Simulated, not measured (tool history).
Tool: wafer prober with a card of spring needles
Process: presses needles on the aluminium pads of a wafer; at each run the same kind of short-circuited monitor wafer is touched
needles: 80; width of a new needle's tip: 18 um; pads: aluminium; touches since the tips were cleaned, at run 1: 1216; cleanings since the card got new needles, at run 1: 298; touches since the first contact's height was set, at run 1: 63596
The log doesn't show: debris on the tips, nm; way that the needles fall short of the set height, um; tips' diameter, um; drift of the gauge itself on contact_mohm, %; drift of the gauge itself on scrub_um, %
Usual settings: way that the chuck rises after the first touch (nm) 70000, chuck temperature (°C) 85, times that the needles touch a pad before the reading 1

| run | hour | way that the chuck rises after the first touch (nm) | chuck temperature (°C) | times that the needles touch a pad before the reading | touches since the tips were cleaned | cleanings since the card got new needles | touches since the first contact's height was set | resistance of one needle with its contact and lead (mohm) | way that a needle slides on the pad (nm) |
|---|---|---|---|---|---|---|---|---|---|
| 1 | 0.0 | 70000 | 85 | 1 | 1216 | 298 | 63596 | 258 | 10450 |
|  | 2.3 | tips cleaned on abrasive film |
|  | 8.0 | tips cleaned on abrasive film |
|  | 13.7 | tips cleaned on abrasive film |
|  | 19.4 | tips cleaned on abrasive film |
|  | 25.1 | tips cleaned on abrasive film |
| 2 | 29.0 | 70000 | 85 | 1 | 1659 | 303 | 75894 | 267 | 10330 |
|  | 30.2 | tips cleaned on abrasive film |
|  | 35.9 | tips cleaned on abrasive film |
|  | 41.6 | tips cleaned on abrasive film |
|  | 47.3 | tips cleaned on abrasive film |
|  | 52.1 | tips cleaned on abrasive film |
| 3 | 52.1 | 70000 | 85 | 1 | 0 | 308 | 85672 | 230 | 10250 |
|  | 57.8 | tips cleaned on abrasive film |
|  | 63.5 | tips cleaned on abrasive film |
|  | 69.2 | tips cleaned on abrasive film |
|  | 73.8 | tips cleaned on abrasive film |
|  | 79.5 | tips cleaned on abrasive film |
|  | 84.1 | tips cleaned on abrasive film |
|  | 89.8 | tips cleaned on abrasive film |
| 4 | 90.3 | 70000 | 85 | 1 | 244 | 315 | 101870 | 238 | 10190 |
|  | 94.9 | tips cleaned on abrasive film |
|  | 99.5 | tips cleaned on abrasive film |
|  | 105.2 | tips cleaned on abrasive film |
|  | 110.9 | tips cleaned on abrasive film |
|  | 115.5 | tips cleaned on abrasive film |
|  | 121.0 | tips cleaned on abrasive film |
| 5 | 121.0 | 70000 | 85 | 1 | 0 | 321 | 114856 | 232 | 10170 |
|  | 126.7 | tips cleaned on abrasive film |
|  | 131.3 | tips cleaned on abrasive film |
|  | 137.0 | tips cleaned on abrasive film |
|  | 141.5 | tips cleaned on abrasive film |
|  | 147.2 | tips cleaned on abrasive film |
| 6 | 150.9 | 70000 | 85 | 1 | 1578 | 326 | 127555 | 268 | 10130 |
|  | 152.1 | tips cleaned on abrasive film |
|  | 157.8 | tips cleaned on abrasive film |
|  | 163.5 | tips cleaned on abrasive film |
|  | 169.2 | tips cleaned on abrasive film |
| 7 | 172.7 | 70000 | 85 | 1 | 1502 | 330 | 136793 | 263 | 10190 |
|  | 173.9 | tips cleaned on abrasive film |
|  | 179.6 | tips cleaned on abrasive film |
|  | 185.3 | tips cleaned on abrasive film |
|  | 189.9 | tips cleaned on abrasive film |
|  | 195.6 | tips cleaned on abrasive film |
| 8 | 199.1 | 70000 | 85 | 2 | 1521 | 335 | 147989 | 253 | 10030 |
|  | 200.3 | tips cleaned on abrasive film |
|  | 206.0 | tips cleaned on abrasive film |
|  | 210.6 | tips cleaned on abrasive film |
|  | 216.3 | tips cleaned on abrasive film |
|  | 220.0 | height of the first contact set anew |
|  | 221.2 | tips cleaned on abrasive film |
| 9 | 221.2 | 70000 | 75 | 1 | 0 | 340 | 484 | 234 | 10680 |
|  | 226.9 | tips cleaned on abrasive film |
|  | 232.6 | tips cleaned on abrasive film |
|  | 238.3 | tips cleaned on abrasive film |
|  | 243.0 | tips cleaned on abrasive film |
| 10 | 243.0 | 70000 | 118 | 1 | 0 | 344 | 9727 | 236 | 10690 |
|  | 248.7 | tips cleaned on abrasive film |
|  | 254.4 | tips cleaned on abrasive film |
|  | 258.9 | tips cleaned on abrasive film |
|  | 264.6 | tips cleaned on abrasive film |
| 11 | 264.7 | 70000 | 118 | 1 | 2 | 348 | 18913 | 242 | 10610 |
|  | 270.1 | tips cleaned on abrasive film |
|  | 275.8 | tips cleaned on abrasive film |
|  | 280.4 | tips cleaned on abrasive film |
|  | 286.1 | tips cleaned on abrasive film |
|  | 290.7 | tips cleaned on abrasive film |
|  | 296.4 | tips cleaned on abrasive film |
| 12 | 299.0 | 70000 | 89 | 2 | 1138 | 354 | 33489 | 247 | 10360 |
|  | 301.3 | tips cleaned on abrasive film |
|  | 307.0 | tips cleaned on abrasive film |
|  | 311.6 | tips cleaned on abrasive film |
|  | 316.6 | tips cleaned on abrasive film |
| 13 | 316.6 | 70000 | 26 | 1 | 0 | 358 | 40900 | 219 | 10420 |
|  | 322.3 | tips cleaned on abrasive film |
|  | 328.0 | tips cleaned on abrasive film |
|  | 333.7 | tips cleaned on abrasive film |
|  | 339.4 | tips cleaned on abrasive film |
|  | 343.9 | tips cleaned on abrasive film |
|  | 349.6 | tips cleaned on abrasive film |
| 14 | 353.3 | 85000 | 85 | 2 | 1603 | 364 | 56526 | 246 | 12600 |
|  | 354.6 | tips cleaned on abrasive film |
|  | 360.3 | tips cleaned on abrasive film |
|  | 366.0 | tips cleaned on abrasive film |
|  | 370.5 | tips cleaned on abrasive film |
|  | 382.5 | card fitted with new needles |
|  | 388.2 | tips cleaned on abrasive film |
|  | 393.9 | tips cleaned on abrasive film |
| 15 | 396.3 | 70000 | 69 | 1 | 1037 | 2 | 5872 | 237 | 10600 |
|  | 398.7 | tips cleaned on abrasive film |
|  | 404.4 | tips cleaned on abrasive film |
|  | 410.1 | tips cleaned on abrasive film |
|  | 414.6 | tips cleaned on abrasive film |
|  | 420.3 | tips cleaned on abrasive film |
|  | 424.9 | tips cleaned on abrasive film |
|  | 430.6 | tips cleaned on abrasive film |
|  | 435.7 | tips cleaned on abrasive film |
| 16 | 435.7 | 70000 | 33 | 2 | 0 | 10 | 22524 | 216 | 10480 |
|  | 440.3 | tips cleaned on abrasive film |
|  | 446.0 | tips cleaned on abrasive film |
|  | 451.7 | tips cleaned on abrasive film |
| 17 | 452.0 | 70000 | 35 | 1 | 138 | 13 | 29432 | 222 | 10510 |
|  | 456.6 | tips cleaned on abrasive film |
|  | 462.3 | tips cleaned on abrasive film |
|  | 468.0 | tips cleaned on abrasive film |
|  | 473.7 | tips cleaned on abrasive film |
| 18 | 474.1 | 75000 | 25 | 2 | 211 | 17 | 38828 | 219 | 11140 |
|  | 478.7 | tips cleaned on abrasive film |
|  | 483.3 | tips cleaned on abrasive film |
|  | 489.0 | tips cleaned on abrasive film |
|  | 494.7 | tips cleaned on abrasive film |
|  | 500.4 | tips cleaned on abrasive film |
| 19 | 502.5 | 78000 | 25 | 2 | 903 | 22 | 50853 | 223 | 11580 |
|  | 506.0 | tips cleaned on abrasive film |
|  | 511.7 | tips cleaned on abrasive film |
|  | 517.3 | tips cleaned on abrasive film |
| 20 | 520.1 | 58000 | 33 | 1 | 1194 | 25 | 58334 | 248 | 8440 |
|  | 522.5 | tips cleaned on abrasive film |
|  | 528.1 | tips cleaned on abrasive film |
|  | 533.8 | tips cleaned on abrasive film |
|  | 539.5 | tips cleaned on abrasive film |
| 21 | 542.8 | 56000 | 63 | 3 | 1386 | 29 | 67940 | 238 | 8290 |
|  | 545.1 | tips cleaned on abrasive film |
|  | 550.8 | tips cleaned on abrasive film |
|  | 556.5 | tips cleaned on abrasive film |
|  | 562.2 | tips cleaned on abrasive film |
|  | 567.9 | tips cleaned on abrasive film |
|  | 572.5 | tips cleaned on abrasive film |
| 22 | 576.1 | 54000 | 104 | 1 | 1553 | 35 | 82066 | 276 | 7890 |

Forecast each of these 4 alternatives for the next run:
|  | 577.3 | tips cleaned on abrasive film |
|  | 583.0 | tips cleaned on abrasive film |
|  | 587.6 | tips cleaned on abrasive film |
|  | 593.3 | tips cleaned on abrasive film |
|  | 597.8 | tips cleaned on abrasive film |
|  | 603.5 | tips cleaned on abrasive film |
| A | 603.8 | 52000 | 47 | 2 | 118 | 41 | 93790 | ? | ? |
|  | 577.3 | tips cleaned on abrasive film |
|  | 583.0 | tips cleaned on abrasive film |
|  | 587.6 | tips cleaned on abrasive film |
|  | 593.3 | tips cleaned on abrasive film |
|  | 597.8 | tips cleaned on abrasive film |
|  | 603.5 | tips cleaned on abrasive film |
| B | 603.8 | 70000 | 73 | 1 | 118 | 41 | 93790 | ? | ? |
|  | 577.3 | tips cleaned on abrasive film |
|  | 583.0 | tips cleaned on abrasive film |
|  | 587.6 | tips cleaned on abrasive film |
|  | 593.3 | tips cleaned on abrasive film |
|  | 597.8 | tips cleaned on abrasive film |
|  | 603.5 | tips cleaned on abrasive film |
| C | 603.8 | 51000 | 104 | 1 | 118 | 41 | 93790 | ? | ? |
|  | 577.3 | tips cleaned on abrasive film |
|  | 583.0 | tips cleaned on abrasive film |
|  | 587.6 | tips cleaned on abrasive film |
|  | 593.3 | tips cleaned on abrasive film |
|  | 597.8 | tips cleaned on abrasive film |
|  | 603.5 | tips cleaned on abrasive film |
| D | 603.8 | 78000 | 37 | 1 | 118 | 41 | 93790 | ? | ? |

| run | resistance of one needle with its contact and lead (mohm) | way that a needle slides on the pad (nm) |
|---|---|---|
| A | 227 | 7620 |
| B | 228 | 10260 |
| C | 245 | 7370 |
| D | 217 | 11370 |
Without the tool's hidden state the same runs would have given:
| run | resistance of one needle with its contact and lead (mohm) | way that a needle slides on the pad (nm) |
|---|---|---|
| A | 221 | 7940 |
| B | 222 | 10580 |
| C | 236 | 7690 |
| D | 213 | 11680 |
